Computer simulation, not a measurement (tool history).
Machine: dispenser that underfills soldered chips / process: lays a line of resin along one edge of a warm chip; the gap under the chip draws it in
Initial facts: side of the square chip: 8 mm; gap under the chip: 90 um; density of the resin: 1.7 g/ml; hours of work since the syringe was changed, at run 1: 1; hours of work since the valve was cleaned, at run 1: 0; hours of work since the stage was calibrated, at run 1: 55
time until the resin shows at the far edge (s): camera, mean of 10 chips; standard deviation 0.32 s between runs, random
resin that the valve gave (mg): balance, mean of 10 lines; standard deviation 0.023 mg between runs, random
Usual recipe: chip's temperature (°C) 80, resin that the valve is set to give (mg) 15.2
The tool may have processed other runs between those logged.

run   hour  chip's temperature (°C)  resin that the valve is set to give (mg)  hours of work since the syringe was changed  hours of work since the valve was cleaned  hours of work since the stage was calibrated  time until the resin shows at the far edge (s)  resin that the valve gave (mg)
  1      0                       80                                      15.2                                            1                                          0                                            55                                            12.7                           15.25
       7.3  -- new syringe of resin
  2    7.7                       80                                      15.2                                            0                                          5                                            61                                            12.3                           15.24
  3   13.2                       80                                      15.2                                            4                                          9                                            65                                            17.2                           15.22
        15  -- new syringe of resin
  4   18.8                       80                                      15.2                                            3                                         13                                            69                                            15.4                           15.16
      22.8  -- new syringe of resin
  5   25.7                       80                                      15.2                                            2                                         18                                            73                                              15                           15.13
      30.4  -- new syringe of resin
  6     31                       80                                      15.2                                            0                                         22                                            77                                            12.5                           15.13
      38.3  -- new syringe of resin
  7   38.3                       80                                      17.2                                            0                                         27                                            82                                            12.5                           17.08
      46.2  -- new syringe of resin
  8   48.2                       80                                      17.2                                            2                                         34                                            89                                            13.9                           17.02
      53.8  -- new syringe of resin
  9   56.8                       80                                      18.6                                            2                                         40                                            95                                            15.1                           18.37
 10     61                       73                                      16.9                                            5                                         43                                            98                                            26.8                           16.69
      62.2  -- new syringe of resin
      69.9  -- new syringe of resin
 11   70.3                       94                                      15.2                                            0                                         49                                           105                                             6.8                           14.97
 12   77.1                       94                                      15.2                                            5                                         54                                           110                                            10.3                           14.95
      78.2  -- new syringe of resin
      86.1  -- new syringe of resin
 13   87.2                       94                                      15.2                                            1                                         61                                           117                                             7.1                           14.89
 14   92.2                       94                                      15.2                                            4                                         65                                           120                                             9.5                           14.86
      93.8  -- new syringe of resin
      96.9  -- dispensing valve cleaned and set on the balance
 15   98.4                       94                                      15.2                                            3                                          1                                           124                                               8                           15.15
     102.8  -- new syringe of resin
 16  105.3                       94                                      15.2                                            2                                          6                                           129                                             7.7                           15.15
     110.4  -- new syringe of resin
 17  112.9                       94                                      15.2                                            2                                         11                                           134                                             7.3                            15.1

Predict each of these 4 candidate next runs independently; none follows another, all start after run 17:
     118.3  -- new syringe of resin
  A  121.3                       80                                      14.2                                            2                                         17                                           140                                               ?                               ?
     118.3  -- new syringe of resin
  B  121.3                       79                                      16.2                                            2                                         17                                           140                                               ?                               ?
     118.3  -- new syringe of resin
  C  121.3                       94                                      15.3                                            2                                         17                                           140                                               ?                               ?
     118.3  -- new syringe of resin
  D  121.3                       83                                      12.9                                            2                                         17                                           140                                               ?                               ?

run  time until the resin shows at the far edge (s)  resin that the valve gave (mg)
  A                                            14.5                           14.05
  B                                            15.1                            16.1
  C                                             7.3                           15.19
  D                                            13.1                            12.8
The same runs, with their run-to-run variation unchanged, on a tool lacking any hidden condition would have given:
run  time until the resin shows at the far edge (s)  resin that the valve gave (mg)
  A                                            12.3                           14.18
  B                                            12.8                           16.25
  C                                             6.1                           15.33
  D                                            11.1                           12.91
